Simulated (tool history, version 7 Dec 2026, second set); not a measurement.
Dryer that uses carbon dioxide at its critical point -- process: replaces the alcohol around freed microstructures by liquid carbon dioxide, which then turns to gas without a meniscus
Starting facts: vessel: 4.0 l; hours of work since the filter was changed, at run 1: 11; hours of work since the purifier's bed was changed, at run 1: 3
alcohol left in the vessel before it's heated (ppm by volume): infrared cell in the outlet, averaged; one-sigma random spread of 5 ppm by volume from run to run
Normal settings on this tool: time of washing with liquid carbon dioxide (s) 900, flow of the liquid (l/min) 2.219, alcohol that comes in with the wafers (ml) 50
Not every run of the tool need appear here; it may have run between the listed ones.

run	hour	time of washing with liquid carbon dioxide (s)	flow of the liquid (l/min)	alcohol that comes in with the wafers (ml)	hours of work since the filter was changed	hours of work since the purifier's bed was changed	alcohol left in the vessel before it's heated (ppm by volume)
1	0.0	900	2.219	50	11	3	17
2	13.1	900	2.219	42	16	7	18
3	25.8	900	2.219	42	20	11	8
4	38.3	900	2.219	42	24	15	24
5	48.7	900	2.219	42	28	19	12
6	60.0	900	2.219	42	32	23	29
7	75.9	900	2.219	42	37	28	30
8	86.7	900	2.219	42	41	32	26
9	101.9	900	2.219	42	46	37	29
10	111.7	900	2.219	42	49	40	24
11	128.3	900	2.219	42	55	46	22
12	144.7	900	2.219	38	60	51	37
13	155.0	900	2.219	38	64	55	30
14	174.2	900	2.219	38	70	61	39
15	188.3	900	2.219	25	75	66	25
16	203.0	900	2.219	25	80	71	32
17	217.0	900	2.219	25	84	76	29
18	234.3	780	2.330	25	90	81	38
19	244.2	900	1.380	50	94	85	209
20	262.5	1320	1.380	22	100	91	42
21	276.6	1200	2.760	50	105	96	29
22	290.4	540	2.240	50	109	100	232
23	305.3	900	1.860	50	114	105	81
24	318.0	900	2.720	25	119	110	37
25	331.0	900	2.720	25	123	114	34
26	340.7	840	2.330	74	126	117	58
27	357.1	1140	1.500	23	132	123	50
28	376.2	1140	1.500	23	138	129	53
29	385.9	600	1.540	23	141	133	288

Estimate the outcome of run 30 from the log above:
30	394.7	900	2.040	50	144	136	?

{"run 30": {"alcohol left in the vessel before it's heated (ppm by volume)": 55}}
Take away the tool's hidden state, keep the run-to-run variation as it was, and the same run would have given alcohol left in the vessel before it's heated (ppm by volume) 15.
